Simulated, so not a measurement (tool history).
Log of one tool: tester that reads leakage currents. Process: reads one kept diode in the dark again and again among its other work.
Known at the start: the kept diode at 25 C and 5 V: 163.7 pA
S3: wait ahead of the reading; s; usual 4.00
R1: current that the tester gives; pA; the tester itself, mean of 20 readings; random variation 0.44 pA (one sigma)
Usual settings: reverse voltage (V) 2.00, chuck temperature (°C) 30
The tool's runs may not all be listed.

run 1 hour=0.0 | reverse_voltage_(V)=2.00 chuck_temperature_(°C)=30 S3=4.00 | R1=152.07
run 2 hour=81.8 | reverse_voltage_(V)=1.85 chuck_temperature_(°C)=30 S3=4.00 | R1=145.85
run 3 hour=171.4 | reverse_voltage_(V)=1.85 chuck_temperature_(°C)=30 S3=4.00 | R1=147.00
run 4 hour=272.1 | reverse_voltage_(V)=1.85 chuck_temperature_(°C)=30 S3=4.00 | R1=147.43
run 5 hour=369.1 | reverse_voltage_(V)=1.85 chuck_temperature_(°C)=30 S3=4.00 | R1=148.59
run 6 hour=488.3 | reverse_voltage_(V)=2.00 chuck_temperature_(°C)=30 S3=4.00 | R1=154.51
run 7 hour=555.6 | reverse_voltage_(V)=10.52 chuck_temperature_(°C)=30 S3=4.00 | R1=394.51
run 8 hour=638.1 | reverse_voltage_(V)=2.00 chuck_temperature_(°C)=41 S3=4.00 | R1=337.20
run 9 hour=706.5 | reverse_voltage_(V)=2.34 chuck_temperature_(°C)=30 S3=4.00 | R1=171.85
run 10 hour=792.9 | reverse_voltage_(V)=2.34 chuck_temperature_(°C)=30 S3=4.00 | R1=172.21
run 11 hour=923.7 | reverse_voltage_(V)=2.34 chuck_temperature_(°C)=30 S3=4.00 | R1=171.58
run 12 hour=1025.0 | reverse_voltage_(V)=2.34 chuck_temperature_(°C)=30 S3=4.00 | R1=173.80
run 13 hour=1148.0 | reverse_voltage_(V)=2.49 chuck_temperature_(°C)=30 S3=4.00 | R1=180.92
run 14 hour=1254.5 | reverse_voltage_(V)=2.49 chuck_temperature_(°C)=30 S3=4.00 | R1=181.65
run 15 hour=1356.0 | reverse_voltage_(V)=2.00 chuck_temperature_(°C)=30 S3=4.00 | R1=162.06
run 16 hour=1449.3 | reverse_voltage_(V)=2.00 chuck_temperature_(°C)=30 S3=4.00 | R1=161.64
run 17 hour=1527.1 | reverse_voltage_(V)=2.00 chuck_temperature_(°C)=30 S3=4.00 | R1=163.49
run 18 hour=1623.0 | reverse_voltage_(V)=1.02 chuck_temperature_(°C)=30 S3=4.00 | R1=112.19
-- hour=1694.6 chuck's temperature calibrated
run 19 hour=1745.6 | reverse_voltage_(V)=1.02 chuck_temperature_(°C)=30 S3=4.00 | R1=100.15
run 20 hour=1801.0 | reverse_voltage_(V)=1.02 chuck_temperature_(°C)=30 S3=4.00 | R1=100.30
run 21 hour=1914.8 | reverse_voltage_(V)=7.90 chuck_temperature_(°C)=52 S3=0.85 | R1=1391.57
run 22 hour=2004.3 | reverse_voltage_(V)=7.90 chuck_temperature_(°C)=52 S3=0.85 | R1=1394.96
run 23 hour=2096.2 | reverse_voltage_(V)=1.23 chuck_temperature_(°C)=20 S3=0.85 | R1=54.20
run 24 hour=2169.1 | reverse_voltage_(V)=2.00 chuck_temperature_(°C)=30 S3=8.69 | R1=148.44
run 25 hour=2294.6 | reverse_voltage_(V)=2.00 chuck_temperature_(°C)=30 S3=8.69 | R1=149.81
run 26 hour=2356.2 | reverse_voltage_(V)=2.00 chuck_temperature_(°C)=30 S3=8.69 | R1=149.14
run 27 hour=2411.9 | reverse_voltage_(V)=12.31 chuck_temperature_(°C)=57 S3=2.84 | R1=2455.70
run 28 hour=2497.5 | reverse_voltage_(V)=5.14 chuck_temperature_(°C)=23 S3=0.43 | R1=158.66
run 29 hour=2607.3 | reverse_voltage_(V)=5.14 chuck_temperature_(°C)=23 S3=0.43 | R1=159.01
run 30 hour=2704.2 | reverse_voltage_(V)=5.14 chuck_temperature_(°C)=23 S3=0.43 | R1=159.96
run 31 hour=2776.9 | reverse_voltage_(V)=5.14 chuck_temperature_(°C)=30 S3=7.07 | R1=259.03
run 32 hour=2886.9 | reverse_voltage_(V)=5.11 chuck_temperature_(°C)=21 S3=4.00 | R1=136.72
run 33 hour=2948.0 | reverse_voltage_(V)=2.77 chuck_temperature_(°C)=21 S3=4.00 | R1=96.14
-- hour=2979.8 tester calibrated
run 34 hour=3075.6 | reverse_voltage_(V)=1.04 chuck_temperature_(°C)=30 S3=4.00 | R1=109.31
run 35 hour=3204.4 | reverse_voltage_(V)=1.04 chuck_temperature_(°C)=41 S3=4.00 | R1=236.84
-- hour=3214.1 probe card cleaned and baked
run 36 hour=3321.7 | reverse_voltage_(V)=1.04 chuck_temperature_(°C)=41 S3=4.00 | R1=236.99
run 37 hour=3395.4 | reverse_voltage_(V)=3.16 chuck_temperature_(°C)=45 S3=4.00 | R1=566.17
run 38 hour=3502.9 | reverse_voltage_(V)=3.16 chuck_temperature_(°C)=45 S3=4.00 | R1=571.62
run 39 hour=3564.1 | reverse_voltage_(V)=3.16 chuck_temperature_(°C)=20 S3=4.87 | R1=94.36

Forecast each of these 3 alternatives for the next run:
run A hour=3674.0 | reverse_voltage_(V)=5.13 chuck_temperature_(°C)=30 S3=4.00 | R1=?
run B hour=3674.0 | reverse_voltage_(V)=2.00 chuck_temperature_(°C)=24 S3=4.00 | R1=?
run C hour=3674.0 | reverse_voltage_(V)=3.16 chuck_temperature_(°C)=20 S3=2.23 | R1=?

run=A R1=264.28
run=B R1=100.80
run=C R1=95.93
Without the tool's hidden state the same runs would have given:
run=A R1=242.33
run=B R1=92.10
run=C R1=87.25
